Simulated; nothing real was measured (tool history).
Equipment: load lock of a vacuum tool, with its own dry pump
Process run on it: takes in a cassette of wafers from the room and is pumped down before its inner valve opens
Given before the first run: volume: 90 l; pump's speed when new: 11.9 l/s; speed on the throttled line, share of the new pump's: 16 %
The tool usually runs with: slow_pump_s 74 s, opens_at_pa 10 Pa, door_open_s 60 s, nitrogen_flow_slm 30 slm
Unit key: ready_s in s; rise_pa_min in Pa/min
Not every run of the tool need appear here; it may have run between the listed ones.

run,day,slow_pump_s,opens_at_pa,door_open_s,nitrogen_flow_slm,"incoming humidity of the room's air, %",ready_s,rise_pa_min
1,0.000,74,10,60,30,43.4,138.1,0.134
2,8.396,56,10,60,30,44.9,124.0,0.137
3,16.654,56,10,60,30,47.9,123.2,0.138
4,29.312,56,10,60,30,44.0,123.7,0.144
5,36.271,74,10,60,30,45.8,137.9,0.146
6,46.538,74,10,29,30,45.5,137.8,0.144
7,52.329,74,10,29,30,45.3,140.8,0.147
8,58.871,74,10,29,30,44.3,138.4,0.142
9,69.062,74,10,29,30,44.7,139.6,0.152
10,80.662,74,10,29,30,43.1,140.3,0.147
11,88.342,98,10,60,30,47.1,158.6,0.156
12,97.192,72,10,189,30,43.2,137.1,0.177
13,105.554,72,10,189,30,46.0,138.6,0.177
14,113.338,72,10,189,30,45.6,139.3,0.184
15,119.633,74,14,127,30,45.2,138.1,0.180
16,128.588,74,14,127,30,47.4,138.3,0.182
17,139.221,60,12,38,42,42.5,127.4,0.169

Each row is a separate what-if for the run after 17, all from the same tool condition, not one after another. Results?
A,149.512,60,12,113,42,46.3,?,?
B,149.512,74,10,60,5,44.1,?,?
C,149.512,60,12,38,12,47.1,?,?

run,ready_s,rise_pa_min
A,126.4,0.178
B,139.6,0.188
C,127.8,0.177
Without the tool's unlogged condition, the same runs would have read:
run,ready_s,rise_pa_min
A,118.4,0.019
B,131.7,0.025
C,119.7,0.017
